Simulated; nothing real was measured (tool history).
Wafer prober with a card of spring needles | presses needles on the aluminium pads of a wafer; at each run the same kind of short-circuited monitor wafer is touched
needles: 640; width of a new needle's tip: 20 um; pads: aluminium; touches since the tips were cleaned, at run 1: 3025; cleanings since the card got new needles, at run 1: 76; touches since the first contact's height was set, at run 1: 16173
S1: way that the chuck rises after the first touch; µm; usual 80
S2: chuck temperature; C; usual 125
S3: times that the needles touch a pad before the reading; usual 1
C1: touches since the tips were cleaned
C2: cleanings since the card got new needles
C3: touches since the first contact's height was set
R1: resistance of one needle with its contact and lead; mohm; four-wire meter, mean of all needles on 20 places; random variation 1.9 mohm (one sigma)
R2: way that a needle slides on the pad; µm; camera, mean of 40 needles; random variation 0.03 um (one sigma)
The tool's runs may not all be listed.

run 1 day=0.000 | S1=80 S2=125 S3=1 | C1=3025 C2=76 C3=16173 | R1=247 R2=15.55
-- day=0.367 tips cleaned on abrasive film
-- day=1.388 tips cleaned on abrasive film
run 2 day=1.392 | S1=80 S2=125 S3=1 | C1=37 C2=78 C3=22785 | R1=209 R2=15.52
-- day=2.362 tips cleaned on abrasive film
run 3 day=2.988 | S1=80 S2=125 S3=1 | C1=2991 C2=79 C3=30384 | R1=254 R2=15.56
-- day=3.446 tips cleaned on abrasive film
run 4 day=4.096 | S1=80 S2=125 S3=1 | C1=3109 C2=80 C3=35648 | R1=252 R2=15.53
-- day=4.462 tips cleaned on abrasive film
-- day=5.479 tips cleaned on abrasive film
run 5 day=6.067 | S1=80 S2=125 S3=1 | C1=2817 C2=82 C3=45026 | R1=252 R2=15.48
-- day=6.250 height of the first contact set anew
-- day=6.504 tips cleaned on abrasive film
run 6 day=7.262 | S1=80 S2=89 S3=1 | C1=3626 C2=83 C3=4806 | R1=253 R2=15.45
-- day=7.529 tips cleaned on abrasive film
-- day=8.458 tips cleaned on abrasive film
run 7 day=9.079 | S1=80 S2=89 S3=1 | C1=2959 C2=85 C3=13442 | R1=246 R2=15.38
-- day=9.446 tips cleaned on abrasive film
-- day=10.388 tips cleaned on abrasive film
run 8 day=11.212 | S1=80 S2=30 S3=2 | C1=3934 C2=87 C3=23579 | R1=222 R2=15.34
-- day=11.321 tips cleaned on abrasive film
-- day=12.292 tips cleaned on abrasive film
run 9 day=12.658 | S1=71 S2=46 S3=1 | C1=1745 C2=89 C3=30451 | R1=250 R2=13.59
-- day=13.292 tips cleaned on abrasive film
-- day=14.296 tips cleaned on abrasive film
run 10 day=14.296 | S1=98 S2=32 S3=2 | C1=0 C2=91 C3=38236 | R1=187 R2=18.85

Forecast each of these 4 alternatives for the next run:
-- day=15.225 tips cleaned on abrasive film
run A day=15.421 | S1=80 S2=125 S3=2 | C1=936 C2=92 C3=43580 | R1=? R2=?
-- day=15.225 tips cleaned on abrasive film
run B day=15.421 | S1=98 S2=77 S3=2 | C1=936 C2=92 C3=43580 | R1=? R2=?
-- day=15.225 tips cleaned on abrasive film
run C day=15.421 | S1=80 S2=39 S3=2 | C1=936 C2=92 C3=43580 | R1=? R2=?
-- day=15.225 tips cleaned on abrasive film
run D day=15.421 | S1=80 S2=27 S3=3 | C1=936 C2=92 C3=43580 | R1=? R2=?

run=A R1=224 R2=15.29
run=B R1=206 R2=18.79
run=C R1=205 R2=15.31
run=D R1=195 R2=15.33
Without the tool's hidden state the same runs would have given:
run=A R1=204 R2=15.60
run=B R1=191 R2=19.11
run=C R1=183 R2=15.63
run=D R1=180 R2=15.64
